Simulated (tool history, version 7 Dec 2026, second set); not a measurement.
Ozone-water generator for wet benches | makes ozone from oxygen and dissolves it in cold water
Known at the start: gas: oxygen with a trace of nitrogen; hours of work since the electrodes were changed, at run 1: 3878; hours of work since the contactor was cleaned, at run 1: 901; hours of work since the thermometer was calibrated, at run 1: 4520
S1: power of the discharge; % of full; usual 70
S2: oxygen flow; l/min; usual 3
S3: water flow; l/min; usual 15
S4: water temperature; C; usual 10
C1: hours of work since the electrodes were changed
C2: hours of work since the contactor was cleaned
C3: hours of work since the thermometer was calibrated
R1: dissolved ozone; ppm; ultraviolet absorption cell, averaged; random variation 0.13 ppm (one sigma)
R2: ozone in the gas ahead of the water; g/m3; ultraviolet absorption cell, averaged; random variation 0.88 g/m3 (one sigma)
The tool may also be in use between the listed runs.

{"run": 1, "hour": 0.0, "S1": 70, "S2": 3, "S3": 15, "S4": 10, "C1": 3878, "C2": 901, "C3": 4520, "R1": 10.5, "R2": 113.1}
{"run": 2, "hour": 55.9, "S1": 70, "S2": 5.16, "S3": 15, "S4": 10, "C1": 3932, "C2": 955, "C3": 4574, "R1": 9.8, "R2": 78.2}
{"hour": 95.0, "done": "water thermometer calibrated"}
{"run": 3, "hour": 175.0, "S1": 70, "S2": 5.16, "S3": 15, "S4": 10, "C1": 4045, "C2": 1068, "C3": 77, "R1": 9.8, "R2": 76.9}
{"run": 4, "hour": 300.1, "S1": 70, "S2": 5.16, "S3": 15, "S4": 10, "C1": 4165, "C2": 1188, "C3": 197, "R1": 9.6, "R2": 76.8}
{"run": 5, "hour": 363.7, "S1": 61, "S2": 3, "S3": 15, "S4": 10, "C1": 4226, "C2": 1249, "C3": 258, "R1": 9.2, "R2": 101.5}
{"run": 6, "hour": 420.5, "S1": 61, "S2": 3, "S3": 10, "S4": 13, "C1": 4281, "C2": 1304, "C3": 312, "R1": 12.3, "R2": 100.2}
{"run": 7, "hour": 488.9, "S1": 61, "S2": 3, "S3": 10, "S4": 13, "C1": 4346, "C2": 1369, "C3": 378, "R1": 12.5, "R2": 100}
{"run": 8, "hour": 598.8, "S1": 45, "S2": 3, "S3": 24, "S4": 6, "C1": 4452, "C2": 1475, "C3": 483, "R1": 4.6, "R2": 81.8}
{"run": 9, "hour": 703.1, "S1": 86, "S2": 3, "S3": 24, "S4": 9, "C1": 4552, "C2": 1575, "C3": 583, "R1": 7.1, "R2": 122.9}
{"run": 10, "hour": 796.0, "S1": 86, "S2": 3, "S3": 24, "S4": 9, "C1": 4641, "C2": 1664, "C3": 672, "R1": 7, "R2": 121.7}

Hidden state or all else? Some run-to-run changes of R1, split into what the settings, what came in and random variation would give without the hidden state, and what is left for the hidden state (with any gauge scatter that isn't in both results):
The hidden state here: yield of the discharge, % of new electrodes'; contactor's efficiency, % of a clean one's; true water temperature over the reading, C; drift of the gauge itself on ozone_ppm, %; drift of the gauge itself on gas_g_m3, %.
Run 7 -> 8: S1 61 -> 45, S3 10 -> 24, S4 13 -> 6. R1 -7.9 ppm: hidden state +2.7, all else -10.6.

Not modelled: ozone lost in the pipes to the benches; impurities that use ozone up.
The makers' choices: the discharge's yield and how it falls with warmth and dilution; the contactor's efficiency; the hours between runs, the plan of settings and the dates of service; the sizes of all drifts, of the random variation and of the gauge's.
